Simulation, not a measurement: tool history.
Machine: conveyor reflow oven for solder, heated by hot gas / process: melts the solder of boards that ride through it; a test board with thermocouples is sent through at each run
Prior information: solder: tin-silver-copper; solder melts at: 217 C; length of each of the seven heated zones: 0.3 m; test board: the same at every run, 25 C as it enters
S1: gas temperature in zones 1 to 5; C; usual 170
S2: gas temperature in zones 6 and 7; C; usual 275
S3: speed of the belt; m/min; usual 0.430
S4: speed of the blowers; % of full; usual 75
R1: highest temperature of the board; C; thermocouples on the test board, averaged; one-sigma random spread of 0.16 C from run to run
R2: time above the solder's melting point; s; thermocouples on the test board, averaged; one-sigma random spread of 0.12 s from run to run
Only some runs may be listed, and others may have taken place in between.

run 1 hour=0.0 | S1=170 S2=275 S3=0.430 S4=75 | R1=259.7 R2=66.7
run 2 hour=52.3 | S1=170 S2=275 S3=0.430 S4=75 | R1=259.6 R2=66.7
run 3 hour=95.8 | S1=170 S2=275 S3=0.430 S4=75 | R1=259.2 R2=66.6
run 4 hour=132.5 | S1=170 S2=275 S3=0.430 S4=75 | R1=258.9 R2=66.4
-- hour=167.9 flux residue cleaned out of gas plates and filters
run 5 hour=221.0 | S1=170 S2=279 S3=0.430 S4=75 | R1=265.2 R2=70.7
run 6 hour=258.8 | S1=170 S2=273 S3=0.430 S4=75 | R1=259.8 R2=67.5
run 7 hour=311.3 | S1=170 S2=275 S3=0.430 S4=72 | R1=260.7 R2=67.9
run 8 hour=388.9 | S1=170 S2=275 S3=0.430 S4=72 | R1=260.3 R2=67.6
run 9 hour=462.5 | S1=170 S2=275 S3=0.430 S4=72 | R1=260.3 R2=67.7
run 10 hour=506.4 | S1=170 S2=275 S3=0.430 S4=75 | R1=260.8 R2=68.3
run 11 hour=577.3 | S1=170 S2=275 S3=0.430 S4=75 | R1=260.6 R2=67.8
run 12 hour=616.6 | S1=170 S2=275 S3=0.430 S4=54 | R1=253.7 R2=61.3
-- hour=658.1 thermocouples of zones 6 and 7 changed
run 13 hour=674.1 | S1=170 S2=275 S3=0.430 S4=54 | R1=251.7 R2=60.0
run 14 hour=724.3 | S1=170 S2=275 S3=0.430 S4=54 | R1=252.0 R2=59.8
-- hour=735.3 flux residue cleaned out of gas plates and filters
run 15 hour=784.2 | S1=170 S2=275 S3=0.430 S4=54 | R1=253.8 R2=62.4
run 16 hour=837.6 | S1=170 S2=275 S3=0.430 S4=75 | R1=261.1 R2=68.7
run 17 hour=900.6 | S1=170 S2=275 S3=0.430 S4=75 | R1=260.6 R2=69.0
run 18 hour=956.4 | S1=170 S2=275 S3=0.430 S4=75 | R1=260.8 R2=68.8
-- hour=981.2 belt drive overhauled, speed set with a stopwatch
run 19 hour=998.6 | S1=170 S2=264 S3=0.472 S4=79 | R1=248.2 R2=52.9

Run 20 comes next. What will it give?
run 20 hour=1046.5 | S1=170 S2=275 S3=0.430 S4=61 | R1=? R2=?

Run 20 measured R1 255.4 C, R2 62.8 s.
With the hidden condition absent and the run-to-run variation left alone, this run would have shown R1 256.6 C, R2 63.9 s.
